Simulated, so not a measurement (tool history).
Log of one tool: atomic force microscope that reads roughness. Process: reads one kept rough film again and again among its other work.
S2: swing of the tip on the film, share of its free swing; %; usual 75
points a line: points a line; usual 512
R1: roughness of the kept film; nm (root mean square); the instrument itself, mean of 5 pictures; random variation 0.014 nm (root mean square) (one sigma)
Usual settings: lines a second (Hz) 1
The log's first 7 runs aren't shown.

{"run": 8, "day": 3.725, "lines a second (Hz)": 1, "S2": 75, "points a line": 512, "R1": 2.811}
{"run": 9, "day": 4.308, "lines a second (Hz)": 1, "S2": 75, "points a line": 927, "R1": 2.744}
{"run": 10, "day": 4.967, "lines a second (Hz)": 1, "S2": 75, "points a line": 927, "R1": 2.644}
{"run": 11, "day": 5.296, "lines a second (Hz)": 1, "S2": 88, "points a line": 512, "R1": 2.414}
{"run": 12, "day": 5.779, "lines a second (Hz)": 1, "S2": 88, "points a line": 512, "R1": 2.385}
{"day": 6.154, "done": "new tip fitted"}
{"run": 13, "day": 6.479, "lines a second (Hz)": 1, "S2": 75, "points a line": 1010, "R1": 3.283}
{"run": 14, "day": 7.079, "lines a second (Hz)": 1.42, "S2": 75, "points a line": 512, "R1": 3.069}
{"run": 15, "day": 7.512, "lines a second (Hz)": 1.42, "S2": 75, "points a line": 512, "R1": 2.972}
{"run": 16, "day": 7.933, "lines a second (Hz)": 1.42, "S2": 75, "points a line": 512, "R1": 2.928}
{"run": 17, "day": 8.471, "lines a second (Hz)": 1.42, "S2": 75, "points a line": 512, "R1": 2.828}
{"run": 18, "day": 8.783, "lines a second (Hz)": 1.42, "S2": 75, "points a line": 512, "R1": 2.781}
{"run": 19, "day": 9.504, "lines a second (Hz)": 1, "S2": 80, "points a line": 512, "R1": 2.68}
{"run": 20, "day": 10.125, "lines a second (Hz)": 1, "S2": 75, "points a line": 512, "R1": 2.651}
{"run": 21, "day": 10.6, "lines a second (Hz)": 1, "S2": 75, "points a line": 512, "R1": 2.602}

Forecast run 22:
{"run": 22, "day": 10.9, "lines a second (Hz)": 1, "S2": 75, "points a line": 512, "R1": "?"}

{"run 22": {"R1": 2.562}}
Without the tool's hidden state the same run would have given R1 3.39 nm (root mean square).
